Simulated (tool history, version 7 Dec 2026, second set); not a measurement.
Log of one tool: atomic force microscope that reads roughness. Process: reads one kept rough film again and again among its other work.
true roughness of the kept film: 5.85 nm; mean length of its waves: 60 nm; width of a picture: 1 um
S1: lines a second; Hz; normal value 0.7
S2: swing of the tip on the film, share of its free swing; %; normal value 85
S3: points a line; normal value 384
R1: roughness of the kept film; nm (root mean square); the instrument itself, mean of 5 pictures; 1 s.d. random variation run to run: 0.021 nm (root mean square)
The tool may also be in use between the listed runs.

run   hour     S1  S2   S3     R1
  1      0    0.7  85  384  5.063
  2   20.1    0.7  59  384  5.365
  3   41.9    0.7  85  384  5.007
  4   52.5    0.7  85  384  4.951
  5   65.9    0.7  85  384   4.97
  6   77.3    0.7  64  384  5.268
  7   99.1    0.7  64  384  5.203
  8  116.8  1.544  85  384  4.446
  9  137.6    0.7  85  384  4.861
 10  158.7    0.7  85  384  4.836
 11    174    0.7  56  360  5.137
 12  192.2    0.7  63  432  5.096
 13  204.9    0.7  79  850  4.866
 14  226.1  2.428  66  384  4.599
 15  247.1  2.908  57  689  4.785
 16  259.7  2.908  57  689  4.767
 17  271.1  2.908  57  689  4.779

Each row is a separate what-if for the run after 17, all from the same tool condition, not one after another. Results?
     280.2  -- new tip fitted
  A  289.4  0.766  88  337   ?
     280.2  -- new tip fitted
  B  289.4  2.908  81  689   ?
     280.2  -- new tip fitted
  C  289.4  2.908  62  594   ?
     280.2  -- new tip fitted
  D  289.4  2.908  81  830   ?

run     R1
  A  4.993
  B  4.271
  C  5.039
  D  4.239
Stripped of hidden state, with their random variation kept, the same runs would have yielded:
run     R1
  A  5.045
  B  4.315
  C  5.092
  D  4.283

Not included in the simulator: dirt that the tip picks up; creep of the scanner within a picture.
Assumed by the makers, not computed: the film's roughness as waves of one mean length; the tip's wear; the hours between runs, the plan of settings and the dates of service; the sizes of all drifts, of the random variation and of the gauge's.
